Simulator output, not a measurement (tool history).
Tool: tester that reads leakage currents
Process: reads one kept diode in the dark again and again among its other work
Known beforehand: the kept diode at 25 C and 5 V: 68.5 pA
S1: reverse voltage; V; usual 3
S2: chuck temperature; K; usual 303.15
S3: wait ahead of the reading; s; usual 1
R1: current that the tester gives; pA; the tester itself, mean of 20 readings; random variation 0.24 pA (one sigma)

run    hour     S1      S2    S3      R1
  1       0      3  303.15     1   79.85
  2    51.1      3  303.15  0.42   81.54
  3    88.1      3  303.15  0.42   81.46
  4   131.2      3  305.15  0.42   94.16
  5   186.1      3  305.15  0.42   94.69
  6   255.7  18.94  303.15     1  212.03
  7     314  18.94  303.15     1  212.17
  8   380.2      3  303.15  0.83    80.7
  9   425.3      3  303.15  0.83   80.65
 10   471.4      3  303.15  0.83   80.74
 11   531.3      3  303.15  0.83   81.26
 12   562.6      3  303.15  0.83   81.25
 13   624.6      3  303.15  1.33   80.66
 14   693.9      3  303.15  1.33   81.57
 15   758.4      3  303.15  3.26   80.52
      767.6  -- probe card cleaned and baked
 16   814.4      3  303.15     1   82.27
 17   845.5      3  303.15     1   82.26
 18     892      3  303.15     1   82.43
 19   939.6      3  300.15     1   66.03
 20   971.9      3  300.15     1   65.79
 21  1040.2      3  300.15     1   66.29
 22  1083.4      3  300.15     1   66.32
 23  1158.1   5.64  321.15   8.1   405.5
       1211  -- probe card cleaned and baked, once more
 24  1224.5      3  298.15  3.98   54.57
 25  1279.6   2.76  308.15  1.64  112.85
 26  1353.8   1.56  304.15     1   62.97
 27  1406.8    4.5  312.15     1  194.61
 28  1447.1   1.51  320.15  0.97     195
 29  1498.5   4.62  303.15  1.29  102.33
 30  1559.6  13.62  310.15     1  299.62
 31  1630.9  14.97  301.15  4.84  160.86
 32  1704.1  12.09  323.15  5.07  689.64
 33  1762.3  12.09  323.15  5.07  689.69
 34  1813.7  12.09  323.15  5.07   691.1
     1859.5  -- tester calibrated
 35  1873.2      3  301.15  0.45   70.79
 36  1929.9   5.82  332.15   0.7  842.81
 37  1999.5   14.1  311.15  1.15  324.85

The same runs without the tool's hidden state, with the same run-to-run variation:
Unlogged tool condition in this case: stray current of the dirty probe card, pA a volt; current scale over the true one, %; true chuck temperature over the reading, C; drift of the gauge itself on leakage_pa, %.
run      R1
  1   79.47
  2   81.01
  3   80.85
  4   93.39
  5   93.76
  6   207.6
  7  207.17
  8   79.36
  9    79.2
 10   79.18
 11   79.54
 12   79.46
 13   78.73
 14   79.45
 15   78.26
 16   79.38
 17    79.3
 18   79.34
 19   63.16
 20   62.87
 21   63.21
 22   63.16
 23  392.52
 24   53.08
 25  109.71
 26   61.09
 27   188.6
 28   189.1
 29   98.68
 30  288.49
 31  153.45
 32   664.3
 33  663.47
 34  664.01
 35   69.31
 36  831.61
 37  316.87
